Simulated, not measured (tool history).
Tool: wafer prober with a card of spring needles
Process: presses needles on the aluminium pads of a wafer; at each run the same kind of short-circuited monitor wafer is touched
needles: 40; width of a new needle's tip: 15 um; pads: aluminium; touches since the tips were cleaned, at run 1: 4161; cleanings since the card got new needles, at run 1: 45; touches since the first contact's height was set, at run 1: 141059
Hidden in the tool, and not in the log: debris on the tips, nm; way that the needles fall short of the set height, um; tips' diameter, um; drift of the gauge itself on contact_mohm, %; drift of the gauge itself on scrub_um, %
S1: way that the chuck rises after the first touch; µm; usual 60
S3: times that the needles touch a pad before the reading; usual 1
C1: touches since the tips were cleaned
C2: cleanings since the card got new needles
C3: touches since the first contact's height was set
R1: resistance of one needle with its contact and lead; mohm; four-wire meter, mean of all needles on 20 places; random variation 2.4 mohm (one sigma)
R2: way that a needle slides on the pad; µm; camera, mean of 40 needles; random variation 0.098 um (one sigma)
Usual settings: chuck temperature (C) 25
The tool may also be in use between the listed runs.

Run 1, hour 0: usual settings; C1 4161; C2 45; C3 141059. Result: R1 329 mohm, R2 12.61 µm.
At hour 13.8: tips cleaned on abrasive film.
At hour 45.1: tips cleaned on abrasive film.
Run 2, hour 50.4: usual settings; C1 1102; C2 47; C3 151471. Result: R1 302 mohm, R2 12.65 µm.
At hour 75.5: tips cleaned on abrasive film.
At hour 106.9: tips cleaned on abrasive film.
Run 3, hour 106.9: usual settings; C1 0; C2 49; C3 163159. Result: R1 280 mohm, R2 12.53 µm.
At hour 139.4: tips cleaned on abrasive film.
At hour 139.7: height of the first contact set anew.
At hour 171.8: tips cleaned on abrasive film.
Run 4, hour 174.5: usual settings; C1 564; C2 51; C3 7203. Result: R1 293 mohm, R2 12.1 µm.
At hour 200.4: tips cleaned on abrasive film.
Run 5, hour 215.7: usual settings but chuck temperature (C) 122; C1 3162; C2 52; C3 15734. Result: R1 355 mohm, R2 12.04 µm.
At hour 232: tips cleaned on abrasive film.
At hour 265.4: tips cleaned on abrasive film.
Run 6, hour 274.9: usual settings but chuck temperature (C) 111; C1 1977; C2 54; C3 27983. Result: R1 342 mohm, R2 12.12 µm.
At hour 298.3: tips cleaned on abrasive film.
At hour 327.7: tips cleaned on abrasive film.
At hour 357.8: tips cleaned on abrasive film.
Run 7, hour 357.8: usual settings; C1 0; C2 57; C3 45131. Result: R1 286 mohm, R2 12.18 µm.
At hour 389.5: tips cleaned on abrasive film.
At hour 423.5: tips cleaned on abrasive film.
Run 8, hour 431.9: usual settings but chuck temperature (C) 58; C1 1741; C2 59; C3 60459. Result: R1 327 mohm, R2 12.12 µm.
At hour 453.5: tips cleaned on abrasive film.
At hour 473.5: height of the first contact set anew, once more.
At hour 485.4: tips cleaned on abrasive film.
Run 9, hour 492.3: usual settings but chuck temperature (C) 58; C1 1438; C2 61; C3 3882. Result: R1 314 mohm, R2 13.02 µm.
At hour 514.8: tips cleaned on abrasive film.
At hour 547.3: tips cleaned on abrasive film.
Run 10, hour 549.7: usual settings but chuck temperature (C) 58; C1 490; C2 63; C3 15750. Result: R1 298 mohm, R2 12.89 µm.
At hour 576.9: tips cleaned on abrasive film.
At hour 604.9: tips cleaned on abrasive film.
At hour 635.9: tips cleaned on abrasive film.
Run 11, hour 639.1: usual settings but chuck temperature (C) 58; C1 668; C2 66; C3 34247. Result: R1 301 mohm, R2 12.86 µm.
At hour 667: tips cleaned on abrasive film.
Run 12, hour 691.7: usual settings but S1 46 µm, chuck temperature (C) 77; C1 5132; C2 67; C3 45145. Result: R1 415 mohm, R2 9.94 µm.
At hour 696: tips cleaned on abrasive film.
At hour 724.4: tips cleaned on abrasive film.
Run 13, hour 745.4: usual settings but S1 63 µm, chuck temperature (C) 73; C1 4347; C2 69; C3 56242. Result: R1 342 mohm, R2 13.42 µm.
At hour 758.5: tips cleaned on abrasive film.
At hour 787.2: tips cleaned on abrasive film.
Run 14, hour 801.1: usual settings but S1 64 µm, chuck temperature (C) 73, S3 2; C1 2884; C2 71; C3 67760. Result: R1 318 mohm, R2 13.68 µm.
At hour 815.8: tips cleaned on abrasive film.
At hour 848: tips cleaned on abrasive film.
Run 15, hour 853.6: usual settings but S1 64 µm, chuck temperature (C) 73, S3 2; C1 1159; C2 73; C3 78625. Result: R1 308 mohm, R2 13.73 µm.
At hour 876.8: tips cleaned on abrasive film.
At hour 906.6: tips cleaned on abrasive film.
Run 16, hour 924.2: usual settings but S1 64 µm, chuck temperature (C) 73, S3 2; C1 3667; C2 75; C3 93238. Result: R1 319 mohm, R2 13.51 µm.
At hour 935.5: tips cleaned on abrasive film.
At hour 967.8: tips cleaned on abrasive film.
Run 17, hour 972.5: usual settings but S1 64 µm, chuck temperature (C) 47; C1 961; C2 77; C3 103207. Result: R1 303 mohm, R2 13.68 µm.
At hour 998.5: tips cleaned on abrasive film.
At hour 1028.7: tips cleaned on abrasive film.
Run 18, hour 1039.2: usual settings but chuck temperature (C) 68; C1 2181; C2 79; C3 117009. Result: R1 325 mohm, R2 12.66 µm.
At hour 1059.8: tips cleaned on abrasive film.
At hour 1089.1: tips cleaned on abrasive film.
Run 19, hour 1106.3: usual settings but chuck temperature (C) 120; C1 3559; C2 81; C3 130892. Result: R1 363 mohm, R2 12.61 µm.

Measured less the same run without the tool's hidden state. The same run-to-run variation is in both; the gauge's scatter may not be:
run    R1     R2
  1   +61  -0.47
  2   +24  -0.52
  3    +8  -0.56
  4   +20  -0.91
  5   +51  -0.91
  6   +42  -0.96
  7    +8  -1.04
  8   +43  -1.08
  9   +33  -0.02
 10   +15  -0.07
 11   +18  -0.13
 12  +118  -0.16
 13   +55  -0.21
 14   +31  -0.25
 15   +19  -0.31
 16   +34  -0.34
 17   +26  -0.38
 18   +43  -0.44
 19   +59  -0.47

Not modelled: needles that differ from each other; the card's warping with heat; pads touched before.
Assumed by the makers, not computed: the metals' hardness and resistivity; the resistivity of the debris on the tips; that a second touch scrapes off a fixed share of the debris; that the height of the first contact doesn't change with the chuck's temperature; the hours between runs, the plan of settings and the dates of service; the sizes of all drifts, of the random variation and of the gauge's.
